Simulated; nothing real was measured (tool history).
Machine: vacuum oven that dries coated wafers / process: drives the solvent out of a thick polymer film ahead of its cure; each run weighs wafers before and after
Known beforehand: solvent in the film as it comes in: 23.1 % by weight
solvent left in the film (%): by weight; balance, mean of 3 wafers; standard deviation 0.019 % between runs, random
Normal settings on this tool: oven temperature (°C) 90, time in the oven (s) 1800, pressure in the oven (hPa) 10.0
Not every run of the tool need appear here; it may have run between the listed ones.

run 1 hour=0.0 | oven_temperature_(°C)=90 time_in_the_oven_(s)=1800 pressure_in_the_oven_(hPa)=10.0 | solvent_left_in_the_film_(%)=1.78
run 2 hour=21.1 | oven_temperature_(°C)=103 time_in_the_oven_(s)=1800 pressure_in_the_oven_(hPa)=10.0 | solvent_left_in_the_film_(%)=0.72
run 3 hour=58.4 | oven_temperature_(°C)=90 time_in_the_oven_(s)=1800 pressure_in_the_oven_(hPa)=10.0 | solvent_left_in_the_film_(%)=1.76
run 4 hour=93.8 | oven_temperature_(°C)=87 time_in_the_oven_(s)=1800 pressure_in_the_oven_(hPa)=10.0 | solvent_left_in_the_film_(%)=2.20
run 5 hour=128.7 | oven_temperature_(°C)=87 time_in_the_oven_(s)=1800 pressure_in_the_oven_(hPa)=10.0 | solvent_left_in_the_film_(%)=2.22
run 6 hour=155.7 | oven_temperature_(°C)=90 time_in_the_oven_(s)=1800 pressure_in_the_oven_(hPa)=10.0 | solvent_left_in_the_film_(%)=1.74
run 7 hour=186.0 | oven_temperature_(°C)=90 time_in_the_oven_(s)=1800 pressure_in_the_oven_(hPa)=10.0 | solvent_left_in_the_film_(%)=1.78
run 8 hour=213.9 | oven_temperature_(°C)=90 time_in_the_oven_(s)=1800 pressure_in_the_oven_(hPa)=10.0 | solvent_left_in_the_film_(%)=1.73
run 9 hour=234.2 | oven_temperature_(°C)=90 time_in_the_oven_(s)=1800 pressure_in_the_oven_(hPa)=10.0 | solvent_left_in_the_film_(%)=1.75
run 10 hour=267.0 | oven_temperature_(°C)=90 time_in_the_oven_(s)=2700 pressure_in_the_oven_(hPa)=6.4 | solvent_left_in_the_film_(%)=0.84

Run 11, settings as shown, results not yet in. Your forecast:
run 11 hour=295.6 | oven_temperature_(°C)=102 time_in_the_oven_(s)=2280 pressure_in_the_oven_(hPa)=6.4 | solvent_left_in_the_film_(%)=?

{"run 11": {"solvent left in the film (%)": 0.46}}
Were there no unlogged condition in the tool, this run, its random variation unchanged, would have produced solvent left in the film (%) 0.45.

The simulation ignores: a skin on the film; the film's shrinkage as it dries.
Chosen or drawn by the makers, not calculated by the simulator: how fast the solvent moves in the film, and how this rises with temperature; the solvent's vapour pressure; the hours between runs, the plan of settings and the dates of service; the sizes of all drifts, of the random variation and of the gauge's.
